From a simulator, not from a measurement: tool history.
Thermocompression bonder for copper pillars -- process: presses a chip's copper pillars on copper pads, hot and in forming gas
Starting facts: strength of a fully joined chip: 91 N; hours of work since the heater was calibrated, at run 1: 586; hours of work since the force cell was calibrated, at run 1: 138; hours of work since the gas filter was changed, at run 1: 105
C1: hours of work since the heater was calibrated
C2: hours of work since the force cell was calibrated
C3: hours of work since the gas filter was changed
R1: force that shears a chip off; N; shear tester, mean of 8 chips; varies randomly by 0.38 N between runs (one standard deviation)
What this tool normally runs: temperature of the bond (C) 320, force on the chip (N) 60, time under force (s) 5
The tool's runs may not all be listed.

run 1 hour=0.0 | temperature_of_the_bond_(C)=320 force_on_the_chip_(N)=60 time_under_force_(s)=5 | C1=586 C2=138 C3=105 | R1=49.3
run 2 hour=16.7 | temperature_of_the_bond_(C)=320 force_on_the_chip_(N)=60 time_under_force_(s)=5 | C1=595 C2=148 C3=114 | R1=49.2
run 3 hour=33.5 | temperature_of_the_bond_(C)=320 force_on_the_chip_(N)=60 time_under_force_(s)=5 | C1=605 C2=157 C3=123 | R1=47.9
run 4 hour=60.9 | temperature_of_the_bond_(C)=320 force_on_the_chip_(N)=60 time_under_force_(s)=8 | C1=620 C2=172 C3=139 | R1=55.3
run 5 hour=101.0 | temperature_of_the_bond_(C)=320 force_on_the_chip_(N)=60 time_under_force_(s)=8 | C1=642 C2=194 C3=161 | R1=55.0
run 6 hour=121.2 | temperature_of_the_bond_(C)=320 force_on_the_chip_(N)=60 time_under_force_(s)=5 | C1=653 C2=205 C3=172 | R1=47.8
run 7 hour=138.2 | temperature_of_the_bond_(C)=320 force_on_the_chip_(N)=60 time_under_force_(s)=5 | C1=663 C2=215 C3=181 | R1=47.5
run 8 hour=165.0 | temperature_of_the_bond_(C)=320 force_on_the_chip_(N)=60 time_under_force_(s)=5 | C1=678 C2=230 C3=196 | R1=47.5
-- hour=173.8 forming gas filter changed
run 9 hour=189.6 | temperature_of_the_bond_(C)=320 force_on_the_chip_(N)=60 time_under_force_(s)=5 | C1=691 C2=243 C3=9 | R1=50.4
run 10 hour=216.6 | temperature_of_the_bond_(C)=320 force_on_the_chip_(N)=60 time_under_force_(s)=5 | C1=706 C2=258 C3=24 | R1=50.7
run 11 hour=250.0 | temperature_of_the_bond_(C)=320 force_on_the_chip_(N)=60 time_under_force_(s)=5 | C1=724 C2=276 C3=42 | R1=50.3
run 12 hour=269.8 | temperature_of_the_bond_(C)=302 force_on_the_chip_(N)=60 time_under_force_(s)=5 | C1=735 C2=287 C3=53 | R1=39.8
run 13 hour=304.4 | temperature_of_the_bond_(C)=325 force_on_the_chip_(N)=60 time_under_force_(s)=5 | C1=755 C2=307 C3=72 | R1=52.4
run 14 hour=337.2 | temperature_of_the_bond_(C)=325 force_on_the_chip_(N)=60 time_under_force_(s)=5 | C1=773 C2=325 C3=91 | R1=52.3
run 15 hour=371.5 | temperature_of_the_bond_(C)=320 force_on_the_chip_(N)=60 time_under_force_(s)=12 | C1=792 C2=344 C3=109 | R1=63.8
run 16 hour=407.4 | temperature_of_the_bond_(C)=320 force_on_the_chip_(N)=60 time_under_force_(s)=5 | C1=812 C2=364 C3=129 | R1=47.4
run 17 hour=431.9 | temperature_of_the_bond_(C)=320 force_on_the_chip_(N)=37 time_under_force_(s)=5 | C1=825 C2=377 C3=143 | R1=34.1
run 18 hour=459.8 | temperature_of_the_bond_(C)=290 force_on_the_chip_(N)=75 time_under_force_(s)=5 | C1=841 C2=393 C3=158 | R1=39.1
run 19 hour=498.4 | temperature_of_the_bond_(C)=348 force_on_the_chip_(N)=48 time_under_force_(s)=3 | C1=862 C2=414 C3=180 | R1=48.0
run 20 hour=523.4 | temperature_of_the_bond_(C)=326 force_on_the_chip_(N)=60 time_under_force_(s)=3 | C1=876 C2=428 C3=194 | R1=42.2
-- hour=538.8 forming gas filter changed
run 21 hour=555.6 | temperature_of_the_bond_(C)=325 force_on_the_chip_(N)=89 time_under_force_(s)=3 | C1=893 C2=445 C3=9 | R1=58.6
run 22 hour=587.7 | temperature_of_the_bond_(C)=321 force_on_the_chip_(N)=54 time_under_force_(s)=3 | C1=911 C2=463 C3=27 | R1=38.8
run 23 hour=627.1 | temperature_of_the_bond_(C)=321 force_on_the_chip_(N)=54 time_under_force_(s)=3 | C1=933 C2=485 C3=49 | R1=39.0
run 24 hour=659.9 | temperature_of_the_bond_(C)=320 force_on_the_chip_(N)=60 time_under_force_(s)=3 | C1=951 C2=503 C3=67 | R1=41.6
run 25 hour=680.7 | temperature_of_the_bond_(C)=334 force_on_the_chip_(N)=59 time_under_force_(s)=3 | C1=963 C2=515 C3=79 | R1=48.2
run 26 hour=700.1 | temperature_of_the_bond_(C)=334 force_on_the_chip_(N)=59 time_under_force_(s)=3 | C1=973 C2=525 C3=89 | R1=48.4
run 27 hour=733.0 | temperature_of_the_bond_(C)=320 force_on_the_chip_(N)=60 time_under_force_(s)=3 | C1=992 C2=544 C3=108 | R1=41.2
run 28 hour=761.5 | temperature_of_the_bond_(C)=327 force_on_the_chip_(N)=60 time_under_force_(s)=3 | C1=1007 C2=560 C3=123 | R1=44.3
run 29 hour=791.9 | temperature_of_the_bond_(C)=327 force_on_the_chip_(N)=60 time_under_force_(s)=3 | C1=1024 C2=576 C3=140 | R1=44.0
run 30 hour=814.4 | temperature_of_the_bond_(C)=306 force_on_the_chip_(N)=60 time_under_force_(s)=3 | C1=1037 C2=589 C3=153 | R1=33.7
run 31 hour=845.3 | temperature_of_the_bond_(C)=349 force_on_the_chip_(N)=45 time_under_force_(s)=15 | C1=1054 C2=606 C3=170 | R1=69.9
run 32 hour=867.7 | temperature_of_the_bond_(C)=320 force_on_the_chip_(N)=43 time_under_force_(s)=14 | C1=1066 C2=618 C3=182 | R1=53.2
run 33 hour=884.3 | temperature_of_the_bond_(C)=320 force_on_the_chip_(N)=43 time_under_force_(s)=14 | C1=1075 C2=628 C3=191 | R1=52.7
-- hour=902.9 forming gas filter changed
run 34 hour=924.4 | temperature_of_the_bond_(C)=319 force_on_the_chip_(N)=80 time_under_force_(s)=13 | C1=1097 C2=649 C3=12 | R1=75.4

4 options for the next run, each taken on its own from the tool as it stands now. Forecast them:
run A hour=941.2 | temperature_of_the_bond_(C)=346 force_on_the_chip_(N)=48 time_under_force_(s)=13 | C1=1107 C2=659 C3=21 | R1=?
run B hour=941.2 | temperature_of_the_bond_(C)=306 force_on_the_chip_(N)=80 time_under_force_(s)=7 | C1=1107 C2=659 C3=21 | R1=?
run C hour=941.2 | temperature_of_the_bond_(C)=339 force_on_the_chip_(N)=69 time_under_force_(s)=13 | C1=1107 C2=659 C3=21 | R1=?
run D hour=941.2 | temperature_of_the_bond_(C)=320 force_on_the_chip_(N)=84 time_under_force_(s)=6 | C1=1107 C2=659 C3=21 | R1=?

run=A R1=72.2
run=B R1=57.4
run=C R1=79.9
run=D R1=64.6
Stripped of hidden state, with their random variation kept, the same runs would have yielded:
run=A R1=73.3
run=B R1=58.8
run=C R1=81.0
run=D R1=65.9

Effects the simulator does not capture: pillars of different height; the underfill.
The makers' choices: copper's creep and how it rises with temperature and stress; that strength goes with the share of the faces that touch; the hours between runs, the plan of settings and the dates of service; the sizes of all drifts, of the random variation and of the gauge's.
